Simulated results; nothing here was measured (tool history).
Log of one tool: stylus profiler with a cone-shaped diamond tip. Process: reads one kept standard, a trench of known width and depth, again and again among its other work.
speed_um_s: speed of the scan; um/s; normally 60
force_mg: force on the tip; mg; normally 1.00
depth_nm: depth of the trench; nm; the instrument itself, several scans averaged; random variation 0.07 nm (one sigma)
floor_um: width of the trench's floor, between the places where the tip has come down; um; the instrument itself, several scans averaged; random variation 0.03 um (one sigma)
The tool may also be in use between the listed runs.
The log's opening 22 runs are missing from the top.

| run | hour | speed_um_s | force_mg | scans with this tip | hours of work since the height scale was calibrated | depth_nm | floor_um |
|---|---|---|---|---|---|---|---|
|  | 2110.9 | new tip fitted, height scale calibrated |
| 23 | 2147.4 | 60 | 0.56 | 256 | 27 | 100.39 | 47.30 |
| 24 | 2267.9 | 163 | 2.62 | 1102 | 115 | 100.78 | 47.04 |
| 25 | 2323.2 | 84 | 1.44 | 1489 | 156 | 100.55 | 47.36 |
| 26 | 2388.5 | 84 | 1.44 | 1948 | 203 | 100.40 | 47.35 |
| 27 | 2454.4 | 53 | 0.72 | 2410 | 252 | 100.14 | 47.44 |
| 28 | 2583.3 | 119 | 0.83 | 3315 | 346 | 100.34 | 46.79 |
| 29 | 2652.4 | 152 | 1.00 | 3800 | 397 | 100.24 | 46.63 |
| 30 | 2783.5 | 60 | 1.10 | 4719 | 493 | 100.26 | 47.33 |
| 31 | 2868.5 | 27 | 0.35 | 5316 | 555 | 99.92 | 47.42 |
| 32 | 2924.3 | 90 | 1.00 | 5708 | 596 | 100.14 | 47.07 |

Each row is a separate what-if for the run after 32, all from the same tool condition, not one after another. Results?
| A | 3026.4 | 90 | 1.42 | 6424 | 671 | ? | ? |
| B | 3026.4 | 32 | 0.74 | 6424 | 671 | ? | ? |
| C | 3026.4 | 154 | 2.23 | 6424 | 671 | ? | ? |
| D | 3026.4 | 64 | 0.56 | 6424 | 671 | ? | ? |

| run | depth_nm | floor_um |
|---|---|---|
| A | 100.28 | 47.13 |
| B | 99.89 | 47.50 |
| C | 100.45 | 46.93 |
| D | 100.06 | 47.06 |
Without the tool's unlogged condition, the same runs would have read:
| run | depth_nm | floor_um |
|---|---|---|
| A | 100.57 | 47.34 |
| B | 100.18 | 47.70 |
| C | 100.74 | 47.13 |
| D | 100.35 | 47.26 |
